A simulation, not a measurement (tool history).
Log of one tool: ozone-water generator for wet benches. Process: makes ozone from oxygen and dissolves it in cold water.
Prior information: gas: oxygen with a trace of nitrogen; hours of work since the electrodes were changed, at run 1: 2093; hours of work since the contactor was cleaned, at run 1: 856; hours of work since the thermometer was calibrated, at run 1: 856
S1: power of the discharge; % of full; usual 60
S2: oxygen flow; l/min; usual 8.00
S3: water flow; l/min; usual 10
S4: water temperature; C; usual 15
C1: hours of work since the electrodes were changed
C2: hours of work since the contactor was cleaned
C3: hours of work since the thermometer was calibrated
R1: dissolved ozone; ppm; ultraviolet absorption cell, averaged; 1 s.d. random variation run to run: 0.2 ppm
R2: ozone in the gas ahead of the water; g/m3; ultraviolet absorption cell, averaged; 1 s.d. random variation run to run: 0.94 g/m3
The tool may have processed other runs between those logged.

Run 1, hour 0.0: usual settings; C1 2093; C2 856; C3 856. Result: R1 27.1 ppm, R2 151.4 g/m3.
Run 2, hour 71.4: usual settings; C1 2139; C2 902; C3 902. Result: R1 27.0 ppm, R2 151.1 g/m3.
Run 3, hour 181.2: usual settings; C1 2209; C2 972; C3 972. Result: R1 26.9 ppm, R2 150.5 g/m3.
Run 4, hour 310.8: usual settings but S1 57 % of full; C1 2292; C2 1055; C3 1055. Result: R1 25.7 ppm, R2 143.3 g/m3.
Run 5, hour 411.2: usual settings but S1 57 % of full; C1 2356; C2 1120; C3 1120. Result: R1 25.7 ppm, R2 144.0 g/m3.
Run 6, hour 486.5: usual settings but S1 50 % of full; C1 2405; C2 1168; C3 1168. Result: R1 23.0 ppm, R2 127.1 g/m3.
Run 7, hour 608.9: usual settings but S1 50 % of full; C1 2483; C2 1246; C3 1246. Result: R1 23.0 ppm, R2 129.2 g/m3.
Run 8, hour 693.3: usual settings but S1 42 % of full, S2 6.58 l/min, S3 9 l/min, S4 13 C; C1 2537; C2 1300; C3 1300. Result: R1 23.9 ppm, R2 127.7 g/m3.
At hour 702.8: water thermometer calibrated.
Run 9, hour 785.4: usual settings but S1 42 % of full; C1 2596; C2 1359; C3 53. Result: R1 19.7 ppm, R2 111.3 g/m3.
Run 10, hour 934.1: usual settings but S1 42 % of full, S2 14.12 l/min, S3 6 l/min; C1 2691; C2 1454; C3 148. Result: R1 18.9 ppm, R2 75.6 g/m3.
At hour 967.0: water thermometer calibrated, once more.
Run 11, hour 1031.8: usual settings but S1 44 % of full, S2 14.12 l/min, S3 12 l/min, S4 10 C; C1 2754; C2 1517; C3 42. Result: R1 16.3 ppm, R2 77.5 g/m3.

Run 12 is up next; what results do you expect?
Run 12, hour 1144.8: usual settings but S4 9 C; C1 2826; C2 1589; C3 114. Result: R1 ?, R2 ?.

R1: 29.6 ppm
R2: 146.2 g/m3
The same run, on a tool lacking any hidden state, would have yielded R1 33.0 ppm, R2 158.9 g/m3.

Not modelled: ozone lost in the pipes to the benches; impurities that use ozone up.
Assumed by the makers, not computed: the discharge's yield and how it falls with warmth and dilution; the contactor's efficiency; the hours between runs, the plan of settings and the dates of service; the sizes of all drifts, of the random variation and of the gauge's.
